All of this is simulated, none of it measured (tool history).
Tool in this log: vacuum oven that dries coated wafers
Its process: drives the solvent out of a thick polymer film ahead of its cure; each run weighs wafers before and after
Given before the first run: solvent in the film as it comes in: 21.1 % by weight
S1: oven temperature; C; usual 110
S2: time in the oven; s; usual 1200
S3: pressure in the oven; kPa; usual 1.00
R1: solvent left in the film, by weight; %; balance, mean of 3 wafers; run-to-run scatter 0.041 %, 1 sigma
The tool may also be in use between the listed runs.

| run | hour | S1 | S2 | S3 | R1 |
|---|---|---|---|---|---|
| 1 | 0.0 | 110 | 1200 | 1.00 | 3.45 |
| 2 | 15.1 | 110 | 1200 | 1.00 | 3.52 |
| 3 | 25.9 | 110 | 1200 | 1.00 | 3.46 |
| 4 | 33.0 | 110 | 1200 | 1.66 | 3.89 |
| 5 | 40.7 | 110 | 1200 | 1.66 | 3.85 |
| 6 | 51.0 | 110 | 600 | 1.00 | 7.60 |
| 7 | 63.1 | 110 | 600 | 1.00 | 7.66 |
| 8 | 71.4 | 110 | 1680 | 1.00 | 2.09 |
| 9 | 81.4 | 110 | 1680 | 1.00 | 2.03 |
| 10 | 91.4 | 110 | 1200 | 1.00 | 3.55 |
| 11 | 103.7 | 110 | 1200 | 1.00 | 3.50 |
| 12 | 115.4 | 104 | 1500 | 1.00 | 3.62 |
| 13 | 126.7 | 119 | 1440 | 3.56 | 2.32 |
| 14 | 138.3 | 119 | 1440 | 3.56 | 2.35 |

Run 15, settings as shown, results not yet in. Your forecast:
| 15 | 146.6 | 110 | 1380 | 3.72 | ? |

Run 15 measured R1 4.11 %.
With no hidden state in the tool, this same run would have given R1 3.69 %.
